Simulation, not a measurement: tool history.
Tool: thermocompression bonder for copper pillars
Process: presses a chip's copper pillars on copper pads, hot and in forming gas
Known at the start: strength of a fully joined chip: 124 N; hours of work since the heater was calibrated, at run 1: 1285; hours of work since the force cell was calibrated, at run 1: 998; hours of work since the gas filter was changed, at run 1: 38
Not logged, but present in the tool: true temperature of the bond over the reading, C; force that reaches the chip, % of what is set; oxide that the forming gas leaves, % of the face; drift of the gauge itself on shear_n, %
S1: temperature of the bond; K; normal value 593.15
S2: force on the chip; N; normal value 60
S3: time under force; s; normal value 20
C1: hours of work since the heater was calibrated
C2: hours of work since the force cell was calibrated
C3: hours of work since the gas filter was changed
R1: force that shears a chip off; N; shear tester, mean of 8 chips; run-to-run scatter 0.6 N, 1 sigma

Run 1, hour 0: usual settings; C1 1285; C2 998; C3 38. Result: R1 76 N.
Run 2, hour 29.7: usual settings; C1 1308; C2 1020; C3 60. Result: R1 76.7 N.
Run 3, hour 57.1: usual settings but S2 81 N; C1 1328; C2 1041; C3 81. Result: R1 88.3 N.
Run 4, hour 78.4: usual settings but S2 81 N; C1 1344; C2 1057; C3 97. Result: R1 87.3 N.
At hour 94.2: heater calibrated with a thermocouple chip.
Run 5, hour 110.3: usual settings but S2 81 N; C1 12; C2 1079; C3 120. Result: R1 94.8 N.
Run 6, hour 138.7: usual settings; C1 33; C2 1101; C3 141. Result: R1 83.5 N.
Run 7, hour 173.5: usual settings; C1 60; C2 1127; C3 167. Result: R1 83.8 N.
Run 8, hour 191.9: usual settings but S1 616.15 K; C1 73; C2 1141; C3 181. Result: R1 98.3 N.
Run 9, hour 230.8: usual settings but S1 616.15 K; C1 103; C2 1170; C3 210. Result: R1 99.7 N.
Run 10, hour 264.7: usual settings but S1 616.15 K; C1 128; C2 1195; C3 235. Result: R1 98.1 N.
Run 11, hour 304.2: usual settings but S1 616.15 K, S2 88 N; C1 158; C2 1225; C3 265. Result: R1 110.3 N.
Run 12, hour 331: usual settings; C1 178; C2 1245; C3 285. Result: R1 83 N.
Run 13, hour 366.1: usual settings but S2 40 N; C1 204; C2 1272; C3 312. Result: R1 65.4 N.
Run 14, hour 405.9: usual settings but S2 40 N; C1 234; C2 1301; C3 341. Result: R1 66.1 N.
Run 15, hour 441.6: usual settings but S2 40 N; C1 261; C2 1328; C3 368. Result: R1 65 N.
Run 16, hour 480.2: usual settings but S2 40 N; C1 290; C2 1357; C3 397. Result: R1 65.8 N.
At hour 501: forming gas filter changed.
Run 17, hour 515.2: usual settings but S1 607.15 K, S2 40 N; C1 316; C2 1383; C3 11. Result: R1 77.6 N.
Run 18, hour 542.6: usual settings but S1 607.15 K, S2 64 N; C1 336; C2 1404; C3 31. Result: R1 95.5 N.
Run 19, hour 570.2: usual settings but S1 607.15 K, S2 64 N; C1 357; C2 1424; C3 52. Result: R1 96.2 N.
Run 20, hour 602.2: usual settings but S1 607.15 K, S2 64 N; C1 381; C2 1448; C3 76. Result: R1 94.6 N.
Run 21, hour 640: usual settings but S1 577.15 K, S2 62 N, S3 33 s; C1 410; C2 1477; C3 104. Result: R1 82.4 N.
Run 22, hour 659.9: usual settings but S1 569.15 K, S3 32 s; C1 424; C2 1492; C3 119. Result: R1 73.6 N.
Run 23, hour 692.9: usual settings but S1 569.15 K, S2 56 N, S3 32 s; C1 449; C2 1517; C3 144. Result: R1 70.6 N.
Run 24, hour 726.2: usual settings but S1 569.15 K, S2 56 N, S3 27 s; C1 474; C2 1542; C3 169. Result: R1 66.5 N.
Run 25, hour 763.5: usual settings but S1 615.15 K, S3 13 s; C1 502; C2 1570; C3 197. Result: R1 87.2 N.
Run 26, hour 781.1: usual settings but S1 611.15 K, S2 61 N; C1 515; C2 1583; C3 210. Result: R1 94.9 N.
Run 27, hour 812.3: usual settings but S1 611.15 K, S2 61 N; C1 539; C2 1606; C3 234. Result: R1 94.7 N.
Run 28, hour 837.7: usual settings but S1 620.15 K, S2 37 N, S3 17 s; C1 558; C2 1625; C3 253. Result: R1 77.7 N.
At hour 858.1: force cell calibrated.
Run 29, hour 879: usual settings but S1 588.15 K, S2 89 N, S3 17 s; C1 588; C2 16; C3 283. Result: R1 86.3 N.
Run 30, hour 910.5: usual settings but S1 588.15 K, S2 89 N, S3 17 s; C1 612; C2 39; C3 306. Result: R1 86.4 N.
Run 31, hour 944.5: usual settings but S1 621.15 K, S2 87 N; C1 637; C2 65; C3 332. Result: R1 107.9 N.
Run 32, hour 963.6: usual settings but S1 621.15 K, S2 87 N; C1 651; C2 79; C3 346. Result: R1 108.2 N.
Run 33, hour 991.4: usual settings but S1 606.15 K, S2 58 N; C1 672; C2 100; C3 367. Result: R1 85.2 N.
Run 34, hour 1020.4: usual settings but S1 619.15 K, S2 49 N; C1 694; C2 122; C3 389. Result: R1 89.4 N.
At hour 1052.4: forming gas filter changed.
Run 35, hour 1052.4: usual settings but S1 583.15 K, S2 65 N, S3 10 s; C1 718; C2 145; C3 0. Result: R1 59.8 N.
Run 36, hour 1084.8: usual settings but S2 54 N; C1 742; C2 170; C3 24. Result: R1 74.1 N.
Run 37, hour 1116.4: usual settings but S1 611.15 K, S2 55 N, S3 18 s; C1 766; C2 194; C3 48. Result: R1 85.6 N.
Run 38, hour 1154.7: usual settings but S1 600.15 K, S3 51 s; C1 795; C2 222; C3 77. Result: R1 102.7 N.
Run 39, hour 1173: usual settings but S1 584.15 K, S2 65 N, S3 51 s; C1 808; C2 236; C3 91. Result: R1 95.6 N.
Run 40, hour 1205.5: usual settings but S1 597.15 K, S3 16 s; C1 833; C2 261; C3 115. Result: R1 75.5 N.

Some steps in R1, run to run, broken into two amounts with sign: the step expected even without the hidden condition (settings, incoming material, random variation), and the rest, left for the hidden condition together with whatever gauge scatter is not in both the measured and the hidden-condition-free result:
Run 4 -> 5: heater calibrated with a thermocouple chip. R1 +7.5 N: hidden state +7, all else +0.5.
Run 11 -> 12: S1 616.15 -> 593.15, S2 88 -> 60. R1 -27.3 N: hidden state +0.9, all else -28.2.
Run 28 -> 29: S1 620.15 -> 588.15, S2 37 -> 89, force cell calibrated. R1 +8.6 N: hidden state -3.7, all else +12.3.
Run 32 -> 33: S1 621.15 -> 606.15, S2 87 -> 58. R1 -23 N: hidden state -0.7, all else -22.3.
Run 34 -> 35: S1 619.15 -> 583.15, S2 49 -> 65, S3 20 -> 10, forming gas filter changed. R1 -29.6 N: hidden state +1.6, all else -31.2.
